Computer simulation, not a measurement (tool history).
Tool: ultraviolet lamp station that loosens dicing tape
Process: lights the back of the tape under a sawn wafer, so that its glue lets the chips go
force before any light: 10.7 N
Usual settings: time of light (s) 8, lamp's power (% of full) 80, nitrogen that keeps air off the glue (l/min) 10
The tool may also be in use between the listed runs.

run	hour	time of light (s)	lamp's power (% of full)	nitrogen that keeps air off the glue (l/min)	force that peels the tape off (N)	light that reached the tape (mJ/cm²)
1	0	8	80	10	0.763	236
2	54	8	80	10	0.786	229
3	95.4	7	80	10	1.124	194
4	176.5	7	80	12	1.083	189
5	221	7	80	12	1.18	185
6	286.3	8	80	10	1.161	195
7	324.4	8	80	10	1.216	189
8	405.6	8	80	8	1.518	176
9	444.1	8	80	8	1.56	172
10	532.9	6	90	8	1.457	184
11	604.9	6	90	8	1.607	179
12	662.1	14	87	11	0.281	392
13	746.4	5	92	4	3.427	140
14	820.7	6	98	12	1.352	170
15	875	6	82	4	2.867	152

Not shown: 3 entries that the log had between the listed runs. Between which runs, and how does the tool's hidden state differ before and after?
Between runs 5 and 6: window cleaned of glue's vapour (hour 235.3)
  lamp's light, % of a new lamp's: 92.6 -> 91.2; light that the window lets through, % of a clean one's: 89.6 -> 83.6
  measured less the result without the state, force that peels the tape off (N): +0.385 -> +0.509; light that reached the tape (mJ/cm²): -38 -> -60
Between runs 9 and 10: window cleaned of glue's vapour, once more (hour 511.3)
  lamp's light, % of a new lamp's: 87.8 -> 86; light that the window lets through, % of a clean one's: 78.9 -> 99.2
  measured less the result without the state, force that peels the tape off (N): +0.81 -> +0.382; light that reached the tape (mJ/cm²): -78 -> -32
Between runs 14 and 15: window cleaned of glue's vapour (hour 858.3)
  lamp's light, % of a new lamp's: 80.1 -> 79; light that the window lets through, % of a clean one's: 90.6 -> 99.4
  measured less the result without the state, force that peels the tape off (N): +0.659 -> +0.824; light that reached the tape (mJ/cm²): -64 -> -42
